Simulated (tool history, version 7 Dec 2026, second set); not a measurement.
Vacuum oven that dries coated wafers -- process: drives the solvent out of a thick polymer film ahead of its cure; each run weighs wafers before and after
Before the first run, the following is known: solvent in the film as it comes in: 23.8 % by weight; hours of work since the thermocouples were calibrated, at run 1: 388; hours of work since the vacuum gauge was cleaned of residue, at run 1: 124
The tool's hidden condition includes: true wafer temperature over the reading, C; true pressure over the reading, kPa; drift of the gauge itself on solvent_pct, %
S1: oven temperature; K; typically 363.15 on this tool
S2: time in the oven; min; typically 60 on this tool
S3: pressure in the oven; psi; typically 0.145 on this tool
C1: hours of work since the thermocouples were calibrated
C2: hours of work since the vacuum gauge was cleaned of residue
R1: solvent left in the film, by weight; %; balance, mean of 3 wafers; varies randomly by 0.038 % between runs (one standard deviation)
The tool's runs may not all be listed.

{"run": 1, "day": 0.0, "S1": 363.15, "S2": 60, "S3": 0.145, "C1": 388, "C2": 124, "R1": 2.43}
{"run": 2, "day": 0.596, "S1": 363.15, "S2": 60, "S3": 0.145, "C1": 394, "C2": 130, "R1": 2.45}
{"run": 3, "day": 1.629, "S1": 363.15, "S2": 60, "S3": 0.145, "C1": 405, "C2": 141, "R1": 2.47}
{"run": 4, "day": 2.346, "S1": 363.15, "S2": 60, "S3": 0.145, "C1": 412, "C2": 148, "R1": 2.5}
{"run": 5, "day": 2.971, "S1": 363.15, "S2": 60, "S3": 0.145, "C1": 419, "C2": 155, "R1": 2.44}
{"run": 6, "day": 3.617, "S1": 363.15, "S2": 60, "S3": 0.145, "C1": 425, "C2": 162, "R1": 2.5}
{"run": 7, "day": 4.625, "S1": 363.15, "S2": 60, "S3": 0.145, "C1": 436, "C2": 172, "R1": 2.51}
{"run": 8, "day": 5.567, "S1": 363.15, "S2": 60, "S3": 0.145, "C1": 445, "C2": 182, "R1": 2.48}
{"run": 9, "day": 6.608, "S1": 363.15, "S2": 57, "S3": 0.145, "C1": 456, "C2": 193, "R1": 2.7}
{"run": 10, "day": 7.412, "S1": 363.15, "S2": 60, "S3": 0.145, "C1": 465, "C2": 201, "R1": 2.49}
{"run": 11, "day": 7.904, "S1": 363.15, "S2": 99, "S3": 0.145, "C1": 470, "C2": 206, "R1": 0.89}
{"run": 12, "day": 8.762, "S1": 363.15, "S2": 99, "S3": 0.145, "C1": 479, "C2": 215, "R1": 0.92}
{"run": 13, "day": 9.592, "S1": 363.15, "S2": 99, "S3": 0.145, "C1": 487, "C2": 224, "R1": 0.92}
{"run": 14, "day": 10.092, "S1": 363.15, "S2": 60, "S3": 0.451, "C1": 492, "C2": 229, "R1": 3.31}
{"run": 15, "day": 10.708, "S1": 363.15, "S2": 60, "S3": 0.451, "C1": 499, "C2": 235, "R1": 3.23}
{"run": 16, "day": 11.204, "S1": 363.15, "S2": 43, "S3": 0.145, "C1": 504, "C2": 240, "R1": 4.21}
{"run": 17, "day": 12.025, "S1": 363.15, "S2": 43, "S3": 0.145, "C1": 512, "C2": 249, "R1": 4.33}
{"run": 18, "day": 12.746, "S1": 363.15, "S2": 43, "S3": 0.145, "C1": 520, "C2": 256, "R1": 4.31}
{"run": 19, "day": 13.217, "S1": 363.15, "S2": 63, "S3": 0.145, "C1": 525, "C2": 261, "R1": 2.3}
{"day": 13.338, "done": "vacuum gauge cleaned of residue and calibrated"}
{"run": 20, "day": 14.0, "S1": 363.15, "S2": 60, "S3": 0.145, "C1": 532, "C2": 7, "R1": 2.45}
{"run": 21, "day": 14.65, "S1": 357.15, "S2": 60, "S3": 0.145, "C1": 539, "C2": 14, "R1": 4.63}
{"day": 14.925, "done": "vacuum gauge cleaned of residue and calibrated, once more"}
{"run": 22, "day": 15.688, "S1": 357.15, "S2": 60, "S3": 0.145, "C1": 549, "C2": 8, "R1": 4.63}
{"run": 23, "day": 16.175, "S1": 363.15, "S2": 59, "S3": 0.145, "C1": 554, "C2": 13, "R1": 2.47}
{"run": 24, "day": 17.196, "S1": 363.15, "S2": 59, "S3": 0.145, "C1": 565, "C2": 24, "R1": 2.47}
{"run": 25, "day": 18.192, "S1": 361.15, "S2": 60, "S3": 0.145, "C1": 575, "C2": 34, "R1": 3.05}
{"run": 26, "day": 18.992, "S1": 361.15, "S2": 32, "S3": 0.145, "C1": 583, "C2": 42, "R1": 7.02}
{"run": 27, "day": 19.533, "S1": 361.15, "S2": 32, "S3": 0.183, "C1": 589, "C2": 48, "R1": 7.1}
{"run": 28, "day": 20.533, "S1": 361.15, "S2": 32, "S3": 0.183, "C1": 599, "C2": 58, "R1": 7.05}
{"run": 29, "day": 21.196, "S1": 366.15, "S2": 106, "S3": 0.091, "C1": 606, "C2": 65, "R1": 0.44}
{"day": 21.483, "done": "oven's thermocouples calibrated"}
{"run": 30, "day": 21.825, "S1": 356.15, "S2": 60, "S3": 0.077, "C1": 4, "C2": 71, "R1": 4.68}
{"run": 31, "day": 22.767, "S1": 356.15, "S2": 60, "S3": 0.077, "C1": 13, "C2": 80, "R1": 4.63}
{"run": 32, "day": 23.679, "S1": 356.15, "S2": 60, "S3": 0.077, "C1": 23, "C2": 90, "R1": 4.69}
{"run": 33, "day": 24.617, "S1": 357.15, "S2": 60, "S3": 0.107, "C1": 33, "C2": 100, "R1": 4.31}
{"run": 34, "day": 25.138, "S1": 357.15, "S2": 60, "S3": 0.107, "C1": 38, "C2": 105, "R1": 4.27}
{"run": 35, "day": 26.154, "S1": 357.15, "S2": 60, "S3": 0.107, "C1": 48, "C2": 116, "R1": 4.38}
{"run": 36, "day": 26.992, "S1": 358.15, "S2": 60, "S3": 0.187, "C1": 57, "C2": 124, "R1": 4.19}
{"run": 37, "day": 28.042, "S1": 358.15, "S2": 60, "S3": 0.187, "C1": 68, "C2": 135, "R1": 4.14}
{"run": 38, "day": 28.892, "S1": 358.15, "S2": 60, "S3": 0.187, "C1": 77, "C2": 144, "R1": 4.12}
{"run": 39, "day": 29.6, "S1": 358.15, "S2": 60, "S3": 0.187, "C1": 84, "C2": 151, "R1": 4.09}
{"run": 40, "day": 30.438, "S1": 358.15, "S2": 60, "S3": 0.187, "C1": 93, "C2": 160, "R1": 4.16}
{"run": 41, "day": 31.067, "S1": 375.15, "S2": 60, "S3": 0.145, "C1": 99, "C2": 167, "R1": 0.45}
{"run": 42, "day": 31.733, "S1": 370.15, "S2": 91, "S3": 0.496, "C1": 106, "C2": 173, "R1": 1.21}
{"run": 43, "day": 32.167, "S1": 364.15, "S2": 60, "S3": 0.505, "C1": 111, "C2": 178, "R1": 2.96}
{"run": 44, "day": 32.65, "S1": 364.15, "S2": 60, "S3": 0.505, "C1": 116, "C2": 183, "R1": 3.0}
{"run": 45, "day": 33.288, "S1": 364.15, "S2": 60, "S3": 0.505, "C1": 122, "C2": 190, "R1": 2.99}
{"run": 46, "day": 33.888, "S1": 359.15, "S2": 66, "S3": 0.239, "C1": 129, "C2": 196, "R1": 3.33}
{"run": 47, "day": 34.85, "S1": 351.15, "S2": 66, "S3": 0.104, "C1": 139, "C2": 206, "R1": 6.33}
{"run": 48, "day": 35.304, "S1": 351.15, "S2": 66, "S3": 0.104, "C1": 143, "C2": 211, "R1": 6.35}

Same runs, no hidden state in the tool, same run-to-run variation:
run=1 R1=2.45
run=2 R1=2.48
run=3 R1=2.49
run=4 R1=2.52
run=5 R1=2.46
run=6 R1=2.53
run=7 R1=2.54
run=8 R1=2.52
run=9 R1=2.73
run=10 R1=2.52
run=11 R1=0.89
run=12 R1=0.92
run=13 R1=0.91
run=14 R1=3.35
run=15 R1=3.27
run=16 R1=4.29
run=17 R1=4.41
run=18 R1=4.38
run=19 R1=2.34
run=20 R1=2.49
run=21 R1=4.71
run=22 R1=4.76
run=23 R1=2.57
run=24 R1=2.57
run=25 R1=3.17
run=26 R1=7.18
run=27 R1=7.26
run=28 R1=7.21
run=29 R1=0.45
run=30 R1=4.95
run=31 R1=4.91
run=32 R1=4.97
run=33 R1=4.58
run=34 R1=4.55
run=35 R1=4.66
run=36 R1=4.47
run=37 R1=4.42
run=38 R1=4.40
run=39 R1=4.37
run=40 R1=4.44
run=41 R1=0.47
run=42 R1=1.24
run=43 R1=3.17
run=44 R1=3.20
run=45 R1=3.20
run=46 R1=3.59
run=47 R1=6.68
run=48 R1=6.69

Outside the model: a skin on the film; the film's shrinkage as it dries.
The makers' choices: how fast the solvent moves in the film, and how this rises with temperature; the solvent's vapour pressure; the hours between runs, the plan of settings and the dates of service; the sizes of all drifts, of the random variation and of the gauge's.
